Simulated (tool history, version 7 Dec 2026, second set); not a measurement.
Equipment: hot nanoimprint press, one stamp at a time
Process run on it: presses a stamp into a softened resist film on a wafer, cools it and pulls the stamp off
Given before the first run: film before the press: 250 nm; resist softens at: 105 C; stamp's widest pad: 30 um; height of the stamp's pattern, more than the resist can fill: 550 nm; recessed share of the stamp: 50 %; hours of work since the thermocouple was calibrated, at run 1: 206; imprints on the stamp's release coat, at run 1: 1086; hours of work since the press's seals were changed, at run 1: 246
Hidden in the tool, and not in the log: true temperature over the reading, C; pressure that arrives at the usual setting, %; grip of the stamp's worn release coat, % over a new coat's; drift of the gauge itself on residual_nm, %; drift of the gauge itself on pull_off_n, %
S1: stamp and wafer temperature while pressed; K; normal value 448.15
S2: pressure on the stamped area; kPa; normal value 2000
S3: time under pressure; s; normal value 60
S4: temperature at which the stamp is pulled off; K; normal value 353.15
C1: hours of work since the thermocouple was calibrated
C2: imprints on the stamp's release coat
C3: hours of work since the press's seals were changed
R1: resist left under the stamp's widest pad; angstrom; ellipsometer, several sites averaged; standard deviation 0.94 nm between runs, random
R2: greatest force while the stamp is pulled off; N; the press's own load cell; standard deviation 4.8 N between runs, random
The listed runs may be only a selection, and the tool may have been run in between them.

run,hour,S1,S2,S3,S4,C1,C2,C3,R1,R2
1,0,448.15,2000,60,353.15,206,1086,246,1450,320
2,33.2,448.15,2000,60,355.15,221,1194,261,1439,304
3,88.4,448.15,2000,60,353.15,246,1375,286,1443,340
4,130.1,448.15,2000,60,353.15,264,1512,305,1457,352
# hour 173.9: stamp cleaned and given a new release coat
5,194.3,448.15,2000,60,353.15,291,67,331,1462,245
6,251.9,448.15,1350,60,353.15,317,256,357,1716,266
7,312.7,448.15,2730,60,353.15,344,455,385,1284,266
8,360.4,448.15,1490,60,353.15,366,611,406,1668,279
9,390.1,448.15,1490,60,353.15,379,709,419,1681,289
10,457.2,448.15,1490,60,353.15,409,928,450,1684,298
11,499,459.15,1510,50,341.15,428,1065,469,1331,383
12,545.2,443.15,1510,66,341.15,449,1217,490,1868,396
13,579.8,443.15,1510,66,341.15,465,1330,505,1872,405
# hour 630.4: plate thermocouple calibrated
14,633.9,454.15,2000,60,347.15,2,1498,528,1180,390
# hour 681.2: stamp cleaned and given a new release coat
15,682.7,454.15,2000,60,347.15,21,5,547,1180,244
16,716.3,448.15,2070,92,353.15,36,115,563,1228,237

Forecast each of these 3 alternatives for the next run:
A,769.8,448.15,3050,35,353.15,60,290,587,?,?
B,769.8,456.15,2070,92,355.15,60,290,587,?,?
C,769.8,450.15,2070,92,353.15,60,290,587,?,?

run,R1,R2
A,1400,249
B,951,250
C,1149,251
The same runs, with their run-to-run variation unchanged, on a tool lacking any hidden condition would have given:
run,R1,R2
A,1352,229
B,924,231
C,1117,231
